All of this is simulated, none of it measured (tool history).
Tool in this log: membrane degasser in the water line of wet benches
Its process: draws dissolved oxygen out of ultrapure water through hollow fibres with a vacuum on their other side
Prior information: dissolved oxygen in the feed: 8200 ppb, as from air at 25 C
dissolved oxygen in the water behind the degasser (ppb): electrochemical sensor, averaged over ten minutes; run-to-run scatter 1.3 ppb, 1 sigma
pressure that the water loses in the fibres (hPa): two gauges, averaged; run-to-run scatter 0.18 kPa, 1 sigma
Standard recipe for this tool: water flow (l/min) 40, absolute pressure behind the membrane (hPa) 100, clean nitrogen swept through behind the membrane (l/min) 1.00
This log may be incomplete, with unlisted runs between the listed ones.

run    hour  water flow (l/min)  absolute pressure behind the membrane (hPa)  clean nitrogen swept through behind the membrane (l/min)  dissolved oxygen in the water behind the degasser (ppb)  pressure that the water loses in the fibres (hPa)
  1     0.0                  40                                          100                                                      1.00                                                    520.7                                              357.3
  2   108.8                  40                                          100                                                      1.08                                                    490.5                                              354.1
  3   179.3                  40                                          100                                                      1.08                                                    490.4                                              356.9
  4   239.2                  40                                          100                                                      1.08                                                    490.8                                              356.5
  5   331.3                  43                                          100                                                      1.00                                                    551.7                                              387.2
  6   414.6                  43                                          100                                                      1.00                                                    551.0                                              381.6
  7   538.9                  47                                          100                                                      1.00                                                    589.6                                              421.9
  8   637.6                  40                                          100                                                      1.00                                                    521.3                                              355.1
  9   725.4                  40                                          142                                                      1.00                                                    816.3                                              355.4
 10   828.2                  40                                          100                                                      2.22                                                    272.8                                              357.3
 11   898.5                  40                                          100                                                      1.00                                                    521.5                                              355.1
 12   959.4                  40                                          100                                                      1.00                                                    519.7                                              354.9
 13  1021.4                  40                                          100                                                      1.00                                                    521.2                                              358.9
 14  1114.4                  64                                          100                                                      1.00                                                    736.3                                              571.7
 15  1182.2                  40                                          100                                                      0.81                                                    611.1                                              353.2
 16  1264.7                  40                                           78                                                      2.34                                                    179.0                                              356.3
 17  1323.4                  40                                           78                                                      2.34                                                    178.4                                              355.1
 18  1463.5                  40                                          191                                                      0.70                                                   1452.3                                              357.2
 19  1584.2                  32                                          100                                                      1.38                                                    337.5                                              285.5
 20  1675.0                  32                                          100                                                      1.38                                                    337.2                                              283.9
     1735.3  -- vacuum gauge calibrated
 21  1798.9                  40                                          185                                                      1.13                                                   1003.8                                              356.8
 22  1914.4                  40                                          217                                                      1.13                                                   1185.8                                              355.8
 23  2049.3                  43                                           91                                                      1.13                                                    438.4                                              387.7
 24  2180.6                  63                                          100                                                      1.00                                                    728.8                                              562.9
 25  2243.0                  39                                          100                                                      1.00                                                    512.4                                              345.8
 26  2352.0                  53                                          100                                                      1.00                                                    646.8                                              470.3
 27  2482.1                  53                                          100                                                      1.00                                                    650.5                                              475.2
 28  2549.8                  51                                          109                                                      0.70                                                    896.0                                              455.1
 29  2613.5                  32                                           80                                                      0.97                                                    320.3                                              283.4

Below are 5 alternative next runs, each starting from the tool's condition after run 29. Predict each:
  A  2751.6                  34                                           77                                                      2.69                                                        ?                                                  ?
  B  2751.6                  40                                           76                                                      1.18                                                        ?                                                  ?
  C  2751.6                  32                                           67                                                      2.44                                                        ?                                                  ?
  D  2751.6                  54                                           80                                                      0.97                                                        ?                                                  ?
  E  2751.6                  40                                          201                                                      1.00                                                        ?                                                  ?

run  dissolved oxygen in the water behind the degasser (ppb)  pressure that the water loses in the fibres (hPa)
  A                                                    133.6                                              301.0
  B                                                    303.4                                              358.2
  C                                                    107.5                                              285.1
  D                                                    482.3                                              480.4
  E                                                   1193.1                                              359.7
Had the tool no hidden state, the same runs would have come out as:
run  dissolved oxygen in the water behind the degasser (ppb)  pressure that the water loses in the fibres (hPa)
  A                                                    133.6                                              301.0
  B                                                    303.4                                              358.2
  C                                                    107.5                                              285.1
  D                                                    482.3                                              480.4
  E                                                   1193.0                                              359.6
